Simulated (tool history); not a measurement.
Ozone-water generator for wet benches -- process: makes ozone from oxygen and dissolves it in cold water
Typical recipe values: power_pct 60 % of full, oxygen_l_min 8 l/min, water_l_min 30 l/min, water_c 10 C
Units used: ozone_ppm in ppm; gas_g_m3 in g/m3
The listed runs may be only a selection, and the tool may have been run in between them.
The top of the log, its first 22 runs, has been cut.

run,day,power_pct,oxygen_l_min,water_l_min,water_c,hours of work since the electrodes were changed,hours of work since the contactor was cleaned,hours of work since the thermometer was calibrated,ozone_ppm,gas_g_m3
23,19.708,48,8,30,8,1133,3496,3757,18,124.6
24,20.888,91,8,39,8,1161,3524,3785,24.4,214.4
25,21.925,47,11.53,46,14,1185,3548,3810,12.3,104.4
# day 22.5: water thermometer calibrated
26,23.15,53,6.77,46,8,1214,3577,15,13,146.8
27,24.162,53,6.77,46,8,1238,3601,40,13,147.5
28,24.783,97,5.72,21,11,1253,3616,54,38.8,262
29,25.342,97,5.72,21,11,1266,3629,68,38.3,262.2
30,26.008,97,5.72,21,11,1282,3645,84,39.1,263
31,27.012,56,5,25,15,1306,3669,107,19.7,175.3
32,28.2,56,5,25,15,1334,3697,136,19.6,175.9
33,29.338,56,5,25,15,1361,3724,163,19.9,174.7

4 ways to go on from here, each from the tool as it stands after run 33. What would each give?
A,30.5,56,13.44,25,7,1389,3752,191,?,?
B,30.5,56,7.27,25,15,1389,3752,191,?,?
C,30.5,56,9.61,31,17,1389,3752,191,?,?
D,30.5,56,5,25,17,1389,3752,191,?,?

run,ozone_ppm,gas_g_m3
A,24.7,112.6
B,20.9,148.1
C,17.8,132
D,19.3,176.4
With the hidden condition removed and each run's random variation left untouched, the same runs would have given:
run,ozone_ppm,gas_g_m3
A,24.8,112.6
B,20.9,148.2
C,17.8,132
D,19.3,176.4
